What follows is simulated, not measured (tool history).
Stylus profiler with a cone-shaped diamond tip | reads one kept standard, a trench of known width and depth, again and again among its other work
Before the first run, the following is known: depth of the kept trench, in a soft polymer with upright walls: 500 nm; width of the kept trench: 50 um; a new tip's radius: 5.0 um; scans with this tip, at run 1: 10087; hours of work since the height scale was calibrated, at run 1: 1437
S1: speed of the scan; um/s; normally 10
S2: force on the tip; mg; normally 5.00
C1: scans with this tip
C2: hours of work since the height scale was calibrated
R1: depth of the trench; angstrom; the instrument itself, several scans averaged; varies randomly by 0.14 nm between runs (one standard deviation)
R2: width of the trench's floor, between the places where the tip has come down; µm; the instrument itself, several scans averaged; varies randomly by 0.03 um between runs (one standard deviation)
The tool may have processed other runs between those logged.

Run 1, hour 0.0: usual settings; C1 10087; C2 1437. Result: R1 5059.7 angstrom, R2 43.92 µm.
Run 2, hour 52.8: usual settings; C1 10336; C2 1472. Result: R1 5060.5 angstrom, R2 43.91 µm.
Run 3, hour 116.4: usual settings; C1 10637; C2 1515. Result: R1 5060.2 angstrom, R2 43.85 µm.
Run 4, hour 147.3: usual settings; C1 10784; C2 1536. Result: R1 5064.3 angstrom, R2 43.84 µm.
Run 5, hour 176.9: usual settings; C1 10924; C2 1556. Result: R1 5063.4 angstrom, R2 43.83 µm.
Run 6, hour 240.5: usual settings but S1 9 um/s; C1 11224; C2 1599. Result: R1 5063.8 angstrom, R2 43.70 µm.
Run 7, hour 283.1: usual settings; C1 11426; C2 1628. Result: R1 5062.7 angstrom, R2 43.75 µm.
Run 8, hour 313.8: usual settings; C1 11571; C2 1648. Result: R1 5061.7 angstrom, R2 43.72 µm.
Run 9, hour 359.2: usual settings; C1 11786; C2 1679. Result: R1 5061.8 angstrom, R2 43.63 µm.
At hour 390.3: height scale calibrated on a step standard.
Run 10, hour 390.3: usual settings; C1 11931; C2 0. Result: R1 5069.4 angstrom, R2 43.65 µm.
Run 11, hour 432.2: usual settings; C1 12129; C2 28. Result: R1 5066.7 angstrom, R2 43.59 µm.
Run 12, hour 459.4: usual settings but S2 3.49 mg; C1 12258; C2 47. Result: R1 5054.5 angstrom, R2 43.56 µm.
Run 13, hour 510.5: usual settings but S2 3.49 mg; C1 12499; C2 81. Result: R1 5056.1 angstrom, R2 43.56 µm.
Run 14, hour 545.9: usual settings but S2 3.49 mg; C1 12667; C2 105. Result: R1 5056.8 angstrom, R2 43.57 µm.
Run 15, hour 599.1: usual settings; C1 12918; C2 141. Result: R1 5067.8 angstrom, R2 43.49 µm.
Run 16, hour 637.3: usual settings; C1 13099; C2 166. Result: R1 5066.4 angstrom, R2 43.49 µm.
Run 17, hour 672.3: usual settings; C1 13264; C2 190. Result: R1 5069.7 angstrom, R2 43.44 µm.
At hour 696.1: height scale calibrated on a step standard, once more.
Run 18, hour 708.1: usual settings; C1 13431; C2 8. Result: R1 5049.6 angstrom, R2 43.48 µm.
Run 19, hour 737.1: usual settings; C1 13569; C2 28. Result: R1 5049.7 angstrom, R2 43.40 µm.
Run 20, hour 777.5: usual settings but S1 11 um/s; C1 13760; C2 55. Result: R1 5050.7 angstrom, R2 43.34 µm.
Run 21, hour 836.1: usual settings but S1 3 um/s; C1 14037; C2 94. Result: R1 5050.5 angstrom, R2 43.33 µm.
Run 22, hour 876.4: usual settings but S1 6 um/s, S2 2.39 mg; C1 14227; C2 121. Result: R1 5032.3 angstrom, R2 43.32 µm.
Run 23, hour 930.3: usual settings but S1 11 um/s, S2 4.62 mg; C1 14482; C2 158. Result: R1 5049.8 angstrom, R2 43.26 µm.
Run 24, hour 989.2: usual settings but S1 14 um/s, S2 10.96 mg; C1 14761; C2 197. Result: R1 5082.2 angstrom, R2 43.23 µm.
Run 25, hour 1038.9: usual settings but S1 14 um/s, S2 10.96 mg; C1 14996; C2 231. Result: R1 5086.4 angstrom, R2 43.15 µm.
Run 26, hour 1096.3: usual settings but S1 7 um/s, S2 6.17 mg; C1 15268; C2 270. Result: R1 5059.4 angstrom, R2 43.18 µm.
Run 27, hour 1131.7: usual settings but S1 34 um/s, S2 8.93 mg; C1 15435; C2 294. Result: R1 5074.7 angstrom, R2 43.05 µm.
Run 28, hour 1174.7: usual settings but S1 34 um/s, S2 8.93 mg; C1 15639; C2 322. Result: R1 5072.8 angstrom, R2 43.05 µm.
Run 29, hour 1230.3: usual settings but S1 34 um/s, S2 8.93 mg; C1 15902; C2 360. Result: R1 5075.7 angstrom, R2 43.05 µm.
Run 30, hour 1257.4: usual settings but S1 12 um/s, S2 9.32 mg; C1 16030; C2 378. Result: R1 5077.5 angstrom, R2 43.09 µm.
Run 31, hour 1308.6: usual settings but S1 12 um/s, S2 9.32 mg; C1 16272; C2 413. Result: R1 5077.7 angstrom, R2 42.99 µm.
Run 32, hour 1335.7: usual settings but S1 11 um/s, S2 1.83 mg; C1 16400; C2 431. Result: R1 5027.4 angstrom, R2 42.97 µm.
Run 33, hour 1379.8: usual settings but S1 11 um/s, S2 1.83 mg; C1 16609; C2 461. Result: R1 5031.1 angstrom, R2 42.90 µm.
Run 34, hour 1422.7: usual settings but S1 13 um/s, S2 4.08 mg; C1 16811; C2 490. Result: R1 5047.6 angstrom, R2 42.94 µm.
Run 35, hour 1461.3: usual settings but S1 16 um/s, S2 10.30 mg; C1 16994; C2 516. Result: R1 5082.1 angstrom, R2 42.91 µm.
Run 36, hour 1509.9: usual settings but S1 15 um/s, S2 8.93 mg; C1 17224; C2 548. Result: R1 5076.8 angstrom, R2 42.88 µm.
Run 37, hour 1561.4: usual settings but S1 15 um/s, S2 8.93 mg; C1 17468; C2 583. Result: R1 5075.9 angstrom, R2 42.84 µm.
Run 38, hour 1609.8: usual settings but S1 4 um/s, S2 10.66 mg; C1 17697; C2 616. Result: R1 5086.6 angstrom, R2 42.82 µm.
Run 39, hour 1654.4: usual settings but S1 4 um/s, S2 10.66 mg; C1 17908; C2 646. Result: R1 5086.4 angstrom, R2 42.83 µm.
Run 40, hour 1686.6: usual settings but S1 3 um/s, S2 2.85 mg; C1 18060; C2 667. Result: R1 5043.5 angstrom, R2 42.81 µm.
Run 41, hour 1712.6: usual settings but S1 6 um/s, S2 10.82 mg; C1 18183; C2 685. Result: R1 5086.1 angstrom, R2 42.81 µm.

Here are 3 independent what-if runs from the current tool condition. What would each one return?
Run A, hour 1739.3: usual settings but S2 10.66 mg; C1 18309; C2 703. Result: R1 ?, R2 ?.
Run B, hour 1739.3: usual settings but S1 6 um/s, S2 1.74 mg; C1 18309; C2 703. Result: R1 ?, R2 ?.
Run C, hour 1739.3: usual settings but S1 2 um/s, S2 13.36 mg; C1 18309; C2 703. Result: R1 ?, R2 ?.

run      R1     R2
  A  5087.5  42.75
  B  5032.9  42.76
  C  5100.5  42.77
With the hidden condition removed and each run's random variation left untouched, the same runs would have given:
run      R1     R2
  A  5077.9  45.62
  B  5023.4  45.63
  C  5090.8  45.64
